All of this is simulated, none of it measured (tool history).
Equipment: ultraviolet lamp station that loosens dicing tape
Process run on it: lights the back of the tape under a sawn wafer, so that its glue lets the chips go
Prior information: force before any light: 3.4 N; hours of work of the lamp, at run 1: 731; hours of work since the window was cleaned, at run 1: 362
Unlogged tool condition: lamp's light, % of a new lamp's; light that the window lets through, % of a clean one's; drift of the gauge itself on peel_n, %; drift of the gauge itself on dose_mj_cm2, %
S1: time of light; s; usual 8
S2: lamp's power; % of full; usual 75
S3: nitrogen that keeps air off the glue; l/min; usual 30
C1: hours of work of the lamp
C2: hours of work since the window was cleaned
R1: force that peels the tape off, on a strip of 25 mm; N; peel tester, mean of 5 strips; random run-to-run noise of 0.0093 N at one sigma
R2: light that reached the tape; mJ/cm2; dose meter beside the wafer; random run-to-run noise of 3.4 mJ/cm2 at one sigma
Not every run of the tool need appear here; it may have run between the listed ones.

Run 1, hour 0: usual settings; C1 731; C2 362. Result: R1 0.536 N, R2 414 mJ/cm2.
Run 2, hour 25.5: usual settings; C1 747; C2 378. Result: R1 0.542 N, R2 406 mJ/cm2.
Run 3, hour 73.8: usual settings; C1 778; C2 409. Result: R1 0.566 N, R2 404 mJ/cm2.
Run 4, hour 102.1: usual settings; C1 795; C2 427. Result: R1 0.571 N, R2 404 mJ/cm2.
Run 5, hour 146.7: usual settings but S3 19 l/min; C1 824; C2 455. Result: R1 0.693 N, R2 394 mJ/cm2.
Run 6, hour 169.5: usual settings; C1 838; C2 469. Result: R1 0.589 N, R2 397 mJ/cm2.
Run 7, hour 200.3: usual settings; C1 857; C2 489. Result: R1 0.6 N, R2 387 mJ/cm2.
Run 8, hour 221.4: usual settings; C1 871; C2 502. Result: R1 0.595 N, R2 385 mJ/cm2.
Run 9, hour 259.9: usual settings but S3 26 l/min; C1 895; C2 526. Result: R1 0.661 N, R2 384 mJ/cm2.
Run 10, hour 280.8: usual settings but S3 56 l/min; C1 908; C2 539. Result: R1 0.513 N, R2 374 mJ/cm2.
At hour 317.8: window cleaned of glue's vapour.
Run 11, hour 330.6: usual settings but S3 56 l/min; C1 939; C2 8. Result: R1 0.438 N, R2 436 mJ/cm2.
Run 12, hour 350.6: usual settings but S1 14 s; C1 952; C2 21. Result: R1 0.29 N, R2 743 mJ/cm2.
Run 13, hour 387.9: usual settings but S2 67 % of full, S3 20 l/min; C1 976; C2 44. Result: R1 0.747 N, R2 370 mJ/cm2.
Run 14, hour 422.3: usual settings but S1 11 s, S2 73 % of full, S3 38 l/min; C1 997; C2 66. Result: R1 0.354 N, R2 552 mJ/cm2.
Run 15, hour 453.4: usual settings but S1 11 s; C1 1017; C2 86. Result: R1 0.375 N, R2 558 mJ/cm2.
Run 16, hour 483.1: usual settings but S1 10 s, S2 88 % of full, S3 47 l/min; C1 1036; C2 104. Result: R1 0.309 N, R2 595 mJ/cm2.
Run 17, hour 516.4: usual settings but S1 16 s, S2 65 % of full, S3 16 l/min; C1 1057; C2 126. Result: R1 0.38 N, R2 696 mJ/cm2.
Run 18, hour 561.1: usual settings but S1 16 s, S2 65 % of full, S3 16 l/min; C1 1085; C2 154. Result: R1 0.38 N, R2 686 mJ/cm2.
Run 19, hour 590.6: usual settings but S1 16 s, S2 65 % of full, S3 16 l/min; C1 1104; C2 172. Result: R1 0.386 N, R2 676 mJ/cm2.
Run 20, hour 634.9: usual settings but S1 16 s, S2 79 % of full, S3 49 l/min; C1 1132; C2 200. Result: R1 0.254 N, R2 807 mJ/cm2.
Run 21, hour 676.1: usual settings but S1 16 s, S2 79 % of full, S3 49 l/min; C1 1158; C2 226. Result: R1 0.264 N, R2 795 mJ/cm2.

The same runs without the tool's hidden state, with the same run-to-run variation:
run     R1    R2
  1  0.385   536
  2  0.386   530
  3   0.39   537
  4  0.392   541
  5  0.463   536
  6  0.395   543
  7  0.394   536
  8  0.387   539
  9  0.422   543
 10   0.34   534
 11  0.334   552
 12  0.256   947
 13  0.536   479
 14   0.28   721
 15  0.288   738
 16  0.257   795
 17  0.289   939
 18  0.284   940
 19  0.284   935
 20  0.238  1135
 21  0.246  1133
